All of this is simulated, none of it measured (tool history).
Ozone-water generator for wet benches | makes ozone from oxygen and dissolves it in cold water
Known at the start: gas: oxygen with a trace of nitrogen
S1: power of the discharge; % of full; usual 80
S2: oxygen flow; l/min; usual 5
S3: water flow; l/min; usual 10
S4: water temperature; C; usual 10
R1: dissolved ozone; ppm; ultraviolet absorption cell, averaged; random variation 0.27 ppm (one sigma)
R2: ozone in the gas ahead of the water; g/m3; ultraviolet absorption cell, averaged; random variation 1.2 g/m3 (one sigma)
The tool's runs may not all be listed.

run	hour	S1	S2	S3	S4	R1	R2
1	0	80	5	10	10	40.2	212.7
2	52.7	80	5	10	10	39.7	212.2
3	119.8	80	5	10	10	39.7	213.2
4	161.7	80	5	10	10	39.5	212.5
# hour 219.1: water thermometer calibrated
5	232.5	80	5	10	10	40.2	209.9
6	301.6	80	5	10	10	39.9	213.2
7	335.9	80	5	10	10	40	212.3
8	405.2	80	5	10	12	38.3	211.1
9	437.1	80	5	10	7	41.3	210.2
10	512.6	80	5	10	10	39.2	212.7
11	563.7	80	5	10	10	39.6	211.5
12	602.4	80	5	10	10	40	212.5
13	672.4	80	5	10	10	39.4	209.5
# hour 679: water thermometer calibrated, once more
14	738.3	80	5	10	10	39.8	211.6
15	808.9	80	5	10	10	39.6	209.4
16	875	80	5	11	10	37.4	211.1
# hour 923.4: contactor cleaned
17	952.9	80	5	11	10	38.1	209.2
18	1023.3	70	5.29	11	10	34.5	185.5
19	1091	70	5.29	11	10	34.4	182.9
20	1154.5	46	5	10	14	24.9	140.3
21	1230.7	80	5	6	10	52.8	209.5
22	1297.2	75	5	6	10	50.4	198.8
23	1373.8	75	3.54	6	17	45.9	237.5
24	1419.1	75	8.29	6	17	38	154.9
25	1474.9	52	5	10	5	31.8	154.1
26	1518.1	72	7.19	11	11	33.1	160.4
27	1584.5	72	7.19	11	11	32.8	160.8
28	1659.6	84	7.92	11	7	39.5	169.9
29	1739.3	84	7.92	11	7	39.4	172.5
30	1818.2	84	7.92	11	7	39.4	169.9
31	1864.1	58	7.41	7	10	36.2	136.3
32	1930.6	80	7.66	10	11	37.4	167.7
33	1980.4	80	7.66	10	11	36.9	169.6
34	2057.7	80	6.53	11	10	36.5	179.3

Hidden state or all else? Some run-to-run changes of R1, split into what the settings, what came in and random variation would give without the hidden state, and what is left for the hidden state (with any gauge scatter that isn't in both results):
The hidden state here: yield of the discharge, % of new electrodes'; contactor's efficiency, % of a clean one's; true water temperature over the reading, C; drift of the gauge itself on ozone_ppm, %; drift of the gauge itself on gas_g_m3, %.
Run 19 -> 20: S1 70 -> 46, S2 5.29 -> 5, S3 11 -> 10, S4 10 -> 14. R1 -9.5 ppm: hidden state +0.8, all else -10.3.
Run 20 -> 21: S1 46 -> 80, S3 10 -> 6, S4 14 -> 10. R1 +27.9 ppm: hidden state -2, all else +29.9.
Run 23 -> 24: S2 3.54 -> 8.29. R1 -7.9 ppm: hidden state +0.5, all else -8.4.
Run 30 -> 31: S1 84 -> 58, S2 7.92 -> 7.41, S3 11 -> 7, S4 7 -> 10. R1 -3.2 ppm: hidden state +0.9, all else -4.1.

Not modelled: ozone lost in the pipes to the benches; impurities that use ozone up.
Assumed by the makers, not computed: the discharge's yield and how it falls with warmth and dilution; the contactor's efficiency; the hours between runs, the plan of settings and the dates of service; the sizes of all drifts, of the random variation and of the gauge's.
